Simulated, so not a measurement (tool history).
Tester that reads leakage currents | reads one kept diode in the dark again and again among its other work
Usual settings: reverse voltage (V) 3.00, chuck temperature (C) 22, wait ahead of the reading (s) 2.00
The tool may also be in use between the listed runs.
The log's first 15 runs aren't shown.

run    hour  reverse voltage (V)  chuck temperature (C)  wait ahead of the reading (s)  hours of work since the probe card was cleaned  hours of work since the tester was calibrated  hours of work since the chuck was calibrated  current that the tester gives (pA)
 16  1729.6                 3.00                     22                           0.70                                             471                                           4183                                           453                              100.85
 17  1847.0                13.42                     22                           2.00                                             558                                           4270                                           540                              234.88
 18  1957.3                 3.00                     22                           2.00                                             640                                           4352                                           622                              100.23
 19  2059.1                 3.00                     22                           2.00                                             716                                           4428                                           698                              100.64
 20  2219.9                 3.00                     22                           0.35                                             835                                           4547                                           817                              102.77
 21  2322.4                 3.00                     22                           0.35                                             911                                           4623                                           893                              102.41
 22  2404.5                 3.00                     22                           0.35                                             972                                           4684                                           954                              102.00
     2515.5  -- probe card cleaned and baked
 23  2545.6                 3.00                     22                           5.17                                              22                                           4787                                          1057                              100.22
     2617.0  -- tester calibrated
 24  2653.2                 2.37                     31                           3.18                                             101                                             27                                          1135                              175.17
 25  2818.9                 3.00                     22                           1.01                                             224                                            150                                          1258                              100.84
 26  2916.4                 8.30                     26                           5.14                                             296                                            222                                          1331                              243.16
     2991.6  -- chuck's temperature calibrated
 27  3030.5                 3.00                     21                           2.00                                             379                                            306                                            29                               92.52
 28  3157.8                 1.40                     58                           6.00                                             474                                            400                                           123                              834.15
 29  3290.5                 1.40                     58                           6.00                                             573                                            499                                           222                              838.24
 30  3442.1                 1.40                     58                           6.00                                             685                                            611                                           335                              833.62
 31  3558.3                 3.16                     50                           2.80                                             771                                            698                                           421                              787.32
 32  3693.0                 3.16                     50                           2.80                                             871                                            798                                           521                              783.75
 33  3838.6                 1.93                     20                           2.00                                             980                                            906                                           629                               67.04
     3935.1  -- probe card cleaned and baked
 34  3935.1                 1.93                     20                           2.00                                               0                                            975                                           698                               66.68
 35  4047.5                 1.93                     20                           2.11                                              83                                           1059                                           782                               66.21
 36  4219.4                 1.93                     20                           2.11                                             211                                           1186                                           910                               66.67
 37  4307.8                 1.93                     20                           2.11                                             277                                           1252                                           975                               66.48
 38  4395.8                 1.93                     20                           2.11                                             342                                           1317                                          1041                               66.61
 39  4552.5                 1.50                     41                           2.34                                             458                                           1434                                          1157                              278.17
 40  4680.4                 1.50                     41                           2.34                                             553                                           1529                                          1252                              280.30

Forecast each of these 3 alternatives for the next run:
  A  4833.9                 3.31                     29                           2.47                                             667                                           1643                                          1366                                   ?
  B  4833.9                 3.00                     22                           1.29                                             667                                           1643                                          1366                                   ?
  C  4833.9                 2.43                     26                           2.34                                             667                                           1643                                          1366                                   ?

run  current that the tester gives (pA)
  A                              182.03
  B                              100.97
  C                              120.77
Without the tool's hidden state the same runs would have given:
run  current that the tester gives (pA)
  A                              181.93
  B                              100.90
  C                              120.70
